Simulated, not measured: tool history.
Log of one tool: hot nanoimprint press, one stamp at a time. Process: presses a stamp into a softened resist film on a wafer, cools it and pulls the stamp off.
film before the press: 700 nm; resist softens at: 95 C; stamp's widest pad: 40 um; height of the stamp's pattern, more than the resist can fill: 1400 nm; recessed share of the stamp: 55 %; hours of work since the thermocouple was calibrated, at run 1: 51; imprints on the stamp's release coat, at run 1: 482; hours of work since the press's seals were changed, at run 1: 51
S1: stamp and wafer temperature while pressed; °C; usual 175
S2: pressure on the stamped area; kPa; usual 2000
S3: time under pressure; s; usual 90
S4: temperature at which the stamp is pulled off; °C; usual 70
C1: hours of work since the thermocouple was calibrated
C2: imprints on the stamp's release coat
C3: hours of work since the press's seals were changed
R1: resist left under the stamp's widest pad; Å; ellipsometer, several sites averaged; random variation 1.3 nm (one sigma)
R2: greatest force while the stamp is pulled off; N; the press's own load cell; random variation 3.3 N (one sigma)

Run 1, hour 0: usual settings; C1 51; C2 482; C3 51. Result: R1 2838 Å, R2 184 N.
Run 2, hour 5.5: usual settings; C1 55; C2 501; C3 55. Result: R1 2864 Å, R2 178 N.
Run 3, hour 11.8: usual settings but S3 72 s; C1 59; C2 523; C3 59. Result: R1 3098 Å, R2 186 N.
Run 4, hour 24.6: usual settings but S3 72 s; C1 69; C2 568; C3 69. Result: R1 3109 Å, R2 191 N.
Run 5, hour 30: usual settings but S3 72 s, S4 69 °C; C1 73; C2 587; C3 73. Result: R1 3098 Å, R2 186 N.
Run 6, hour 37.8: usual settings but S3 72 s, S4 69 °C; C1 78; C2 614; C3 78. Result: R1 3115 Å, R2 184 N.
Run 7, hour 47.7: usual settings but S3 136 s; C1 86; C2 649; C3 86. Result: R1 2406 Å, R2 187 N.
Run 8, hour 58.5: usual settings; C1 94; C2 687; C3 94. Result: R1 2851 Å, R2 192 N.
Run 9, hour 69.9: usual settings but S2 2310 kPa; C1 102; C2 727; C3 102. Result: R1 2658 Å, R2 197 N.
Run 10, hour 78.8: usual settings but S2 2310 kPa; C1 108; C2 758; C3 108. Result: R1 2660 Å, R2 196 N.
Run 11, hour 87.3: usual settings but S1 184 °C; C1 115; C2 788; C3 115. Result: R1 2019 Å, R2 192 N.
Run 12, hour 94.4: usual settings but S1 184 °C; C1 120; C2 812; C3 120. Result: R1 2041 Å, R2 199 N.
Run 13, hour 104.1: usual settings but S1 184 °C; C1 127; C2 847; C3 127. Result: R1 2049 Å, R2 201 N.
Run 14, hour 115.9: usual settings but S3 79 s; C1 136; C2 888; C3 136. Result: R1 2980 Å, R2 200 N.
Run 15, hour 121.4: usual settings but S3 79 s; C1 140; C2 907; C3 140. Result: R1 2985 Å, R2 208 N.
Run 16, hour 133.2: usual settings but S3 135 s; C1 148; C2 948; C3 148. Result: R1 2380 Å, R2 202 N.
Run 17, hour 142.9: usual settings but S1 182 °C, S2 2830 kPa, S3 49 s, S4 60 °C; C1 155; C2 983; C3 155. Result: R1 2399 Å, R2 244 N.
Run 18, hour 155.5: usual settings but S1 182 °C, S2 2830 kPa, S3 49 s, S4 60 °C; C1 165; C2 1026; C3 165. Result: R1 2418 Å, R2 241 N.
Run 19, hour 164.7: usual settings but S1 184 °C, S3 48 s, S4 59 °C; C1 171; C2 1059; C3 171. Result: R1 2678 Å, R2 255 N.
At hour 168.6: plate thermocouple calibrated.
Run 20, hour 179.7: usual settings but S1 184 °C, S3 48 s, S4 59 °C; C1 8; C2 1101; C3 180. Result: R1 2626 Å, R2 249 N.
Run 21, hour 187.8: usual settings but S1 184 °C, S3 48 s, S4 59 °C; C1 14; C2 1129; C3 186. Result: R1 2632 Å, R2 265 N.
At hour 196.3: stamp cleaned and given a new release coat.
Run 22, hour 203.3: usual settings but S1 184 °C, S2 2150 kPa, S3 127 s, S4 61 °C; C1 21; C2 24; C3 193. Result: R1 1672 Å, R2 185 N.
Run 23, hour 213.9: usual settings but S1 184 °C, S2 2150 kPa, S3 127 s, S4 61 °C; C1 29; C2 62; C3 201. Result: R1 1648 Å, R2 184 N.
At hour 224: plate thermocouple calibrated, once more.
Run 24, hour 226: usual settings but S2 1800 kPa, S3 69 s, S4 61 °C; C1 1; C2 94; C3 208. Result: R1 3347 Å, R2 182 N.
Run 25, hour 236.3: usual settings but S1 184 °C, S2 1560 kPa, S3 166 s; C1 9; C2 129; C3 215. Result: R1 1758 Å, R2 164 N.
Run 26, hour 246.4: usual settings but S1 165 °C, S3 66 s; C1 16; C2 165; C3 222. Result: R1 4537 Å, R2 167 N.
Run 27, hour 253.5: usual settings but S1 165 °C, S3 66 s; C1 22; C2 190; C3 228. Result: R1 4591 Å, R2 166 N.
Run 28, hour 260.3: usual settings but S1 165 °C, S3 66 s; C1 27; C2 214; C3 233. Result: R1 4531 Å, R2 162 N.
Run 29, hour 267.3: usual settings but S1 165 °C, S3 66 s; C1 32; C2 238; C3 238. Result: R1 4569 Å, R2 168 N.

Forecast each of these 3 alternatives for the next run:
Run A, hour 278.7: usual settings but S1 165 °C, S3 64 s; C1 40; C2 278; C3 246. Result: R1 ?, R2 ?.
Run B, hour 278.7: usual settings but S1 176 °C, S3 137 s, S4 56 °C; C1 40; C2 278; C3 246. Result: R1 ?, R2 ?.
Run C, hour 278.7: usual settings but S1 181 °C, S3 165 s; C1 40; C2 278; C3 246. Result: R1 ?, R2 ?.

run    R1   R2
  A  4581  165
  B  2304  210
  C  1760  172
Without the tool's hidden state the same runs would have given:
run    R1   R2
  A  4595  153
  B  2310  194
  C  1764  159
